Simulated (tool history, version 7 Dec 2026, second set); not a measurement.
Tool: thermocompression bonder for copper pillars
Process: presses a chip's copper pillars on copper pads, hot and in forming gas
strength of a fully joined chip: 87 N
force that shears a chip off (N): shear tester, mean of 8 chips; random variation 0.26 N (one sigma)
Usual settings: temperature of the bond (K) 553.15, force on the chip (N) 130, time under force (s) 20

run   hour  temperature of the bond (K)  force on the chip (N)  time under force (s)  force that shears a chip off (N)
  1      0                       553.15                    130                    20                              46.4
       5.9  -- forming gas filter changed
  2    5.9                       553.15                    130                    12                              42.9
  3   13.7                       553.15                    119                    20                              47.7
  4   21.5                       553.15                    119                    20                                48
  5   26.5                       569.15                    130                    20                              57.4
  6   35.9                       553.15                    143                    20                              52.2
  7   44.7                       534.15                    130                    20                              40.6
  8   54.4                       534.15                    130                    20                              40.4
  9     62                       547.15                    130                    20                                47
 10   67.9                       580.15                    130                    20                              61.4
 11   77.3                       580.15                    130                    20                              61.7
 12   88.5                       580.15                    130                    20                              60.6
 13   94.4                       546.15                    130                    20                              45.8
 14  105.9                       546.15                    130                    20                              45.4
 15  117.3                       550.15                    102                    12                              34.6

Forecast each of these 4 alternatives for the next run:
  A  124.9                       550.15                    102                    15                                 ?
  B  124.9                       553.15                    126                    20                                 ?
  C  124.9                       536.15                    111                    22                                 ?
  D  124.9                       550.15                    102                    13                                 ?

run  force that shears a chip off (N)
  A                              37.1
  B                                48
  C                              38.4
  D                              35.4
Without the tool's hidden state the same runs would have given:
run  force that shears a chip off (N)
  A                              39.8
  B                              51.2
  C                              41.2
  D                                38

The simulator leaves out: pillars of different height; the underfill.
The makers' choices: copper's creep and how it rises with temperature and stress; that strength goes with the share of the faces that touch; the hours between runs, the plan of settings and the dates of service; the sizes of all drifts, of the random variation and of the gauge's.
